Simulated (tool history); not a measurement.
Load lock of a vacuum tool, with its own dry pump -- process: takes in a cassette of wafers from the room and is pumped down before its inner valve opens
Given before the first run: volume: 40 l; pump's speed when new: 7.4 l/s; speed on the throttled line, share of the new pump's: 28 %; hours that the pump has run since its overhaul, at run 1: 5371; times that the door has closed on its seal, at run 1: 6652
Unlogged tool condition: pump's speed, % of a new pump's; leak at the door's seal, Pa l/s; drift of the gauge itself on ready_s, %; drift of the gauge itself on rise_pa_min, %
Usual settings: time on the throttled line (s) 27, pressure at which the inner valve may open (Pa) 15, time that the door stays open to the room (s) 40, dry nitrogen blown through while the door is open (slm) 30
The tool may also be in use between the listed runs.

run    hour  time on the throttled line (s)  pressure at which the inner valve may open (Pa)  time that the door stays open to the room (s)  dry nitrogen blown through while the door is open (slm)  hours that the pump has run since its overhaul  times that the door has closed on its seal  incoming humidity of the room's air, %  time from the closed door until the inner valve may open (s)  rise of the pressure with all valves shut (Pa/min)
  1       0                              27                                               15                                             40                                                       30                                            5371                                        6652                                    43.8                                                          70.6                                               0.079
  2   256.7                              27                                               15                                             40                                                       30                                            5628                                        7639                                    45.7                                                          69.8                                               0.085
  3   391.8                              27                                               15                                             40                                                       30                                            5763                                        8159                                    44.8                                                            71                                               0.093
  4   664.7                              27                                               15                                             40                                                       30                                            6036                                        9209                                    46.2                                                          70.4                                                0.11
  5   874.8                              27                                               15                                             40                                                       30                                            6246                                       10017                                    42.1                                                          71.4                                               0.119
  6  1119.5                              27                                               15                                             40                                                       30                                            6491                                       10958                                    45.2                                                          70.8                                               0.131
  7  1358.1                              27                                               16                                             40                                                       30                                            6729                                       11876                                    46.2                                                          70.4                                               0.147
  8  1499.2                              27                                               19                                             40                                                       30                                            6870                                       12419                                      46                                                          68.7                                               0.149
  9  1792.4                              27                                               15                                             40                                                       30                                            7164                                       13546                                    43.3                                                          71.1                                               0.167
 10  2065.3                              27                                               15                                             40                                                       30                                            7437                                       14596                                    46.3                                                          69.7                                               0.197
 11  2216.4                              27                                               15                                             40                                                       30                                            7588                                       15177                                    43.4                                                          72.1                                               0.199
 12  2517.2                              27                                               15                                             40                                                       30                                            7888                                       16334                                    46.3                                                            71                                                0.22
 13  2708.1                              27                                               15                                             40                                                       30                                            8079                                       17068                                    44.2                                                          71.3                                               0.238
 14    2917                              27                                               15                                             40                                                       30                                            8288                                       17872                                    48.7                                                          71.3                                               0.254
 15  3183.7                              27                                               15                                             87                                                       30                                            8555                                       18898                                    44.9                                                          71.2                                               0.287
 16  3339.5                              33                                               15                                             40                                                       30                                            8711                                       19497                                    46.6                                                          76.2                                               0.291
 17  3476.2                              33                                               15                                             40                                                       30                                            8847                                       20023                                    42.8                                                          76.5                                               0.305
 18  3695.1                              27                                               15                                            123                                                       30                                            9066                                       20865                                    44.2                                                          71.1                                               0.346
 19  3842.5                              27                                               10                                             40                                                       30                                            9214                                       21432                                      46                                                          74.2                                               0.339
 20  4125.1                              27                                               10                                            190                                                        5                                            9496                                       22519                                    44.4                                                          74.4                                               0.416
 21  4425.4                              27                                               10                                            190                                                        5                                            9797                                       23674                                    43.1                                                          75.3                                               0.444
 22  4599.1                              27                                               10                                            190                                                        5                                            9970                                       24342                                    44.3                                                          75.7                                               0.458
 23  4733.3                              27                                               10                                            190                                                        5                                           10105                                       24859                                    45.1                                                          75.5                                               0.484
 24  4961.3                              27                                               16                                            190                                                       14                                           10333                                       25736                                    44.9                                                          72.4                                               0.489
 25  5113.8                              27                                               16                                            190                                                       14                                           10485                                       26322                                    43.2                                                          72.6                                                 0.5
 26  5379.8                              25                                               15                                             91                                                       14                                           10751                                       27345                                    42.6                                                          71.9                                               0.521
 27  5540.1                              27                                               19                                             32                                                       27                                           10911                                       27962                                    44.2                                                          71.8                                               0.512
 28  5685.2                              27                                               19                                             32                                                       27                                           11056                                       28520                                    45.8                                                          72.4                                               0.527
     5870.7  -- door's seal changed, seat wiped
 29  5981.8                              27                                               15                                             47                                                       12                                           11352                                         427                                    47.2                                                          73.5                                               0.029
 30  6124.6                              27                                               15                                             47                                                       12                                           11494                                         977                                    46.6                                                          72.9                                               0.038
 31  6314.7                              43                                               10                                             40                                                        8                                           11684                                        1708                                      45                                                          85.9                                               0.037
 32  6547.3                              15                                               27                                             25                                                        8                                           11917                                        2603                                    42.9                                                            61                                               0.041
 33  6780.7                              53                                               18                                             25                                                        5                                           12151                                        3501                                    47.1                                                          89.8                                               0.042
 34  7075.6                              53                                               18                                             25                                                        5                                           12445                                        4635                                    47.2                                                            91                                               0.062
 35  7213.5                              53                                               12                                             25                                                       10                                           12583                                        5165                                    48.8                                                            93                                               0.066
 36  7468.2                              41                                               12                                             25                                                       13                                           12838                                        6145                                    44.3                                                          84.2                                               0.072
 37    7691                              27                                               27                                             47                                                       24                                           13061                                        7002                                    40.3                                                          69.3                                               0.079

Each row is a separate what-if for the run after 37, all from the same tool condition, not one after another. Results?
  A  7860.7                              27                                               15                                             40                                                        9                                           13230                                        7655                                    42.9                                                             ?                                                   ?
  B  7860.7                              18                                               27                                             47                                                       24                                           13230                                        7655                                    45.4                                                             ?                                                   ?
  C  7860.7                              40                                               15                                             62                                                       30                                           13230                                        7655                                    45.9                                                             ?                                                   ?

run  time from the closed door until the inner valve may open (s)  rise of the pressure with all valves shut (Pa/min)
  A                                                          73.8                                               0.084
  B                                                          63.7                                               0.091
  C                                                          81.7                                                0.09
Had the tool no hidden state, the same runs would have come out as:
run  time from the closed door until the inner valve may open (s)  rise of the pressure with all valves shut (Pa/min)
  A                                                          66.9                                               0.019
  B                                                            57                                               0.024
  C                                                          75.5                                               0.024
